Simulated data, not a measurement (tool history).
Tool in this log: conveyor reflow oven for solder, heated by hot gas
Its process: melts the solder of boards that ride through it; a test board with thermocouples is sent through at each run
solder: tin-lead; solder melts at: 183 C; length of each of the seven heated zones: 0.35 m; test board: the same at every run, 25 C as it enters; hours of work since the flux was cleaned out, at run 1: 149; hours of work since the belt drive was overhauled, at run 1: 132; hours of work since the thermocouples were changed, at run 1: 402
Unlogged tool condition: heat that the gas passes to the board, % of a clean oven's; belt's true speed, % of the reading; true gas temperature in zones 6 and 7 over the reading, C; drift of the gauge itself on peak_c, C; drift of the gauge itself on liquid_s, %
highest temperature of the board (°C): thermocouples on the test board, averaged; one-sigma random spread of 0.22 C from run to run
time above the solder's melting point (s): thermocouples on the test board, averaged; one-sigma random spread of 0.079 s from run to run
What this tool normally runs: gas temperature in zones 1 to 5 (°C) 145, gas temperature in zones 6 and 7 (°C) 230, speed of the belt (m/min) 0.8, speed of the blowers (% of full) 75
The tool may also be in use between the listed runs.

| run | hour | gas temperature in zones 1 to 5 (°C) | gas temperature in zones 6 and 7 (°C) | speed of the belt (m/min) | speed of the blowers (% of full) | hours of work since the flux was cleaned out | hours of work since the belt drive was overhauled | hours of work since the thermocouples were changed | highest temperature of the board (°C) | time above the solder's melting point (s) |
|---|---|---|---|---|---|---|---|---|---|---|
| 1 | 0 | 145 | 230 | 0.8 | 75 | 149 | 132 | 402 | 215 | 40.37 |
| 2 | 7.1 | 145 | 230 | 0.8 | 75 | 153 | 136 | 405 | 215 | 40.25 |
| 3 | 12.1 | 145 | 230 | 0.8 | 75 | 156 | 139 | 408 | 215.3 | 40.29 |
| 4 | 18.9 | 145 | 230 | 0.74 | 75 | 160 | 142 | 412 | 217 | 45.13 |
| 5 | 29.6 | 145 | 230 | 0.74 | 75 | 166 | 148 | 418 | 217.3 | 45.04 |
| 6 | 37.4 | 145 | 230 | 0.8 | 56 | 170 | 153 | 422 | 209.7 | 35.94 |
| 7 | 45.5 | 145 | 230 | 0.8 | 59 | 175 | 157 | 427 | 211 | 36.94 |
| 8 | 55.2 | 145 | 230 | 0.8 | 59 | 180 | 163 | 432 | 210.6 | 36.82 |
| 9 | 60.1 | 145 | 230 | 0.8 | 59 | 183 | 165 | 435 | 210.5 | 36.85 |
| 10 | 67.3 | 145 | 230 | 0.8 | 75 | 187 | 169 | 439 | 215.1 | 40.21 |
| 11 | 78.2 | 145 | 230 | 0.8 | 75 | 193 | 176 | 445 | 214.7 | 40.24 |
| 12 | 86.4 | 145 | 230 | 0.8 | 75 | 197 | 180 | 450 | 214.8 | 40.26 |
| 13 | 92.7 | 145 | 230 | 0.8 | 56 | 201 | 184 | 453 | 209.8 | 35.91 |
| 14 | 99.6 | 145 | 230 | 0.8 | 56 | 205 | 187 | 457 | 209.3 | 35.87 |
| 15 | 104.5 | 145 | 230 | 0.904 | 56 | 208 | 190 | 460 | 205.1 | 28.01 |
| 16 | 110.4 | 132 | 221 | 0.83 | 80 | 211 | 193 | 463 | 204.9 | 29.3 |
| 17 | 120.9 | 145 | 230 | 0.751 | 75 | 217 | 199 | 469 | 216.3 | 44.05 |
| 18 | 131.3 | 145 | 234 | 0.919 | 51 | 222 | 205 | 475 | 205.4 | 27.3 |
| 19 | 141.5 | 148 | 238 | 0.919 | 69 | 228 | 211 | 480 | 216.3 | 35.46 |
| 20 | 148.3 | 155 | 233 | 0.949 | 82 | 232 | 214 | 484 | 216.2 | 36.58 |
| 21 | 154.8 | 155 | 233 | 0.949 | 82 | 236 | 218 | 488 | 216.1 | 36.45 |
| 22 | 159.9 | 155 | 244 | 0.949 | 55 | 238 | 221 | 490 | 216.5 | 35.74 |
| 23 | 165.2 | 157 | 244 | 0.664 | 55 | 241 | 224 | 493 | 229.3 | 60.35 |
| 24 | 172.8 | 139 | 244 | 0.673 | 55 | 246 | 228 | 498 | 225.9 | 52.08 |
| 25 | 178.3 | 141 | 244 | 0.843 | 76 | 249 | 231 | 501 | 224.9 | 41.56 |
| 26 | 185.5 | 143 | 235 | 0.77 | 67 | 253 | 235 | 505 | 217.5 | 42.55 |
| 27 | 194.5 | 143 | 244 | 0.77 | 51 | 258 | 240 | 510 | 219.7 | 43.07 |
| 28 | 202.9 | 145 | 225 | 0.84 | 75 | 262 | 245 | 514 | 208.9 | 34.55 |
| 29 | 212 | 145 | 225 | 0.84 | 75 | 267 | 250 | 519 | 209.1 | 34.67 |
| 30 | 222.4 | 145 | 230 | 0.8 | 75 | 273 | 256 | 525 | 214.5 | 40.01 |

Predict each of these 4 candidate next runs independently; none follows another, all start after run 30:
| A | 231.8 | 133 | 242 | 0.85 | 75 | 278 | 261 | 530 | ? | ? |
| B | 231.8 | 145 | 230 | 0.8 | 68 | 278 | 261 | 530 | ? | ? |
| C | 231.8 | 145 | 232 | 0.8 | 75 | 278 | 261 | 530 | ? | ? |
| D | 231.8 | 145 | 230 | 0.8 | 70 | 278 | 261 | 530 | ? | ? |

| run | highest temperature of the board (°C) | time above the solder's melting point (s) |
|---|---|---|
| A | 221.3 | 37.57 |
| B | 213 | 38.83 |
| C | 216.6 | 40.93 |
| D | 213.1 | 39.06 |
Stripped of hidden state, with their random variation kept, the same runs would have yielded:
| run | highest temperature of the board (°C) | time above the solder's melting point (s) |
|---|---|---|
| A | 223.7 | 38.59 |
| B | 215 | 40 |
| C | 218.7 | 41.97 |
| D | 215.2 | 40.2 |
